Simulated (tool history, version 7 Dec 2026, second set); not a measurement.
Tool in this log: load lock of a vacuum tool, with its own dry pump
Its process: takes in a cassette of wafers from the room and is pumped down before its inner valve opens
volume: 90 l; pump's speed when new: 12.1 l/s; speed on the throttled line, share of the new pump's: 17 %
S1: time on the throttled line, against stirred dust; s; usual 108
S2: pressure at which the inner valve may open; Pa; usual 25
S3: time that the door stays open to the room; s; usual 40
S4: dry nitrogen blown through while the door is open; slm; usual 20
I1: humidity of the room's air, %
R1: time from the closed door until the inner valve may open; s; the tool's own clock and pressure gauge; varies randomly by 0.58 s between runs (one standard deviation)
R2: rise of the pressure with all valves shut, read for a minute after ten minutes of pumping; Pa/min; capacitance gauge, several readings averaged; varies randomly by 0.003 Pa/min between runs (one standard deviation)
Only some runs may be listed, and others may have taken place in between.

run 1 day=0 | S1=108 S2=25 S3=40 S4=20 | I1=45.7 | R1=161.1 R2=0.615
run 2 day=8.938 | S1=108 S2=25 S3=40 S4=20 | I1=44.4 | R1=160.1 R2=0.652
run 3 day=12.829 | S1=108 S2=25 S3=40 S4=20 | I1=45.5 | R1=160.1 R2=0.66
run 4 day=20.962 | S1=108 S2=25 S3=40 S4=41 | I1=48.2 | R1=161.3 R2=0.706
run 5 day=26.779 | S1=108 S2=19 S3=40 S4=20 | I1=45.9 | R1=163.7 R2=0.695
-- day=30.488 door's seal changed, seat wiped
run 6 day=30.488 | S1=108 S2=19 S3=40 S4=20 | I1=42.8 | R1=163 R2=0.026
run 7 day=35.358 | S1=108 S2=25 S3=40 S4=20 | I1=38.9 | R1=160.4 R2=0.027
run 8 day=43.967 | S1=108 S2=25 S3=40 S4=5 | I1=44.8 | R1=161 R2=0.052
run 9 day=52.483 | S1=108 S2=25 S3=40 S4=5 | I1=42.3 | R1=161.4 R2=0.052
run 10 day=56.2 | S1=108 S2=25 S3=40 S4=5 | I1=44.4 | R1=161.7 R2=0.056
run 11 day=64.133 | S1=66 S2=25 S3=40 S4=20 | I1=45.2 | R1=129.1 R2=0.043
run 12 day=70.017 | S1=66 S2=25 S3=40 S4=20 | I1=41.3 | R1=128.7 R2=0.046
run 13 day=77.362 | S1=66 S2=25 S3=40 S4=20 | I1=46 | R1=129.4 R2=0.056
run 14 day=84.117 | S1=66 S2=25 S3=40 S4=20 | I1=40.7 | R1=129.7 R2=0.06
run 15 day=91.504 | S1=126 S2=30 S3=36 S4=9 | I1=45.5 | R1=174.6 R2=0.077
run 16 day=95.812 | S1=109 S2=43 S3=36 S4=9 | I1=42.3 | R1=158.5 R2=0.081
run 17 day=102.067 | S1=109 S2=43 S3=36 S4=9 | I1=44.1 | R1=158.6 R2=0.091
run 18 day=107.162 | S1=148 S2=20 S3=40 S4=12 | I1=43.8 | R1=196.6 R2=0.095
run 19 day=112.783 | S1=112 S2=25 S3=40 S4=8 | I1=47 | R1=166.7 R2=0.103
run 20 day=117.504 | S1=112 S2=25 S3=40 S4=8 | I1=41.4 | R1=167.4 R2=0.102
run 21 day=125.367 | S1=168 S2=25 S3=192 S4=20 | I1=44.3 | R1=211 R2=0.157
run 22 day=129.625 | S1=168 S2=25 S3=192 S4=20 | I1=44.6 | R1=211.7 R2=0.159
run 23 day=133.858 | S1=108 S2=25 S3=40 S4=10 | I1=43.7 | R1=164.2 R2=0.124
run 24 day=141.338 | S1=209 S2=22 S3=32 S4=20 | I1=46.6 | R1=244.4 R2=0.128
run 25 day=145.962 | S1=209 S2=22 S3=32 S4=20 | I1=46.8 | R1=244 R2=0.134
run 26 day=154.196 | S1=108 S2=29 S3=40 S4=20 | I1=43.4 | R1=163.9 R2=0.146

Here are 3 independent what-if runs from the current tool condition. What would each one return?
run A day=158.108 | S1=108 S2=18 S3=177 S4=20 | I1=45.6 | R1=? R2=?
run B day=158.108 | S1=73 S2=29 S3=54 S4=17 | I1=49.2 | R1=? R2=?
run C day=158.108 | S1=108 S2=27 S3=37 S4=9 | I1=45 | R1=? R2=?

run=A R1=168.1 R2=0.192
run=B R1=136.1 R2=0.158
run=C R1=164.8 R2=0.16
What these runs would have given with no unlogged condition in the tool:
run=A R1=153.7 R2=0.068
run=B R1=121 R2=0.035
run=C R1=151.2 R2=0.035

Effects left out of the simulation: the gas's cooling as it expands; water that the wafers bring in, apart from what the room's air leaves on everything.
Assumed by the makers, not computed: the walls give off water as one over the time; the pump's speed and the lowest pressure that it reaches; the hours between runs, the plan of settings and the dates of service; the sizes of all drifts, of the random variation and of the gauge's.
